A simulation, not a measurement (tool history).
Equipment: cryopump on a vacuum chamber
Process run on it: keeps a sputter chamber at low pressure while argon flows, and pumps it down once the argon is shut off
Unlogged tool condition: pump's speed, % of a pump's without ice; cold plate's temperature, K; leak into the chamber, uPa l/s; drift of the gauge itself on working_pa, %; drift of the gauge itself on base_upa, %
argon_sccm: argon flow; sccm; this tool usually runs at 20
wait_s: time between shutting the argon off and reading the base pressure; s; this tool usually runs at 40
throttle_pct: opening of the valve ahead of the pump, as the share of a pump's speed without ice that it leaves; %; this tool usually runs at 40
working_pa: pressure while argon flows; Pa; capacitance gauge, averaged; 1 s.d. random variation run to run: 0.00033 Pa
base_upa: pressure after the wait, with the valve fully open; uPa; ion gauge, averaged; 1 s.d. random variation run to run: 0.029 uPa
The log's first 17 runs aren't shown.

run    hour  argon_sccm  wait_s  throttle_pct  hours of work since the pump was warmed up and emptied  hours of work since the cold head was overhauled  hours of work since the chamber's fittings were tightened  working_pa  base_upa
 18  1147.2          25      95            39                                                     903                                               903                                                       1662      0.0556      1.84
 19  1213.3           9      38            23                                                     948                                               948                                                       1708       0.033      2.64
 20  1272.7           9      38            23                                                     989                                               989                                                       1749      0.0337      2.65
     1340.3  -- pump warmed up, emptied and cooled again
 21  1357.1           9      40            43                                                      12                                              1043                                                       1803      0.0168      2.48
 22  1436.9           9      40            43                                                      66                                              1098                                                       1858      0.0163      2.47
 23  1504.7           9      40            43                                                     113                                              1145                                                       1904      0.0171      2.46
 24  1551.8           9      40            43                                                     145                                              1177                                                       1937      0.0171      2.51
 25  1597.9          12      53            33                                                     177                                              1209                                                       1968      0.0298      2.26

What will run 26 give?
 26  1676.9          12      53            21                                                     231                                              1263                                                       2022           ?         ?

{"run 26": {"working_pa": 0.0466, "base_upa": 2.23}}
With the hidden condition absent and the run-to-run variation left alone, this run would have shown working_pa 0.046 Pa, base_upa 1.04 uPa.

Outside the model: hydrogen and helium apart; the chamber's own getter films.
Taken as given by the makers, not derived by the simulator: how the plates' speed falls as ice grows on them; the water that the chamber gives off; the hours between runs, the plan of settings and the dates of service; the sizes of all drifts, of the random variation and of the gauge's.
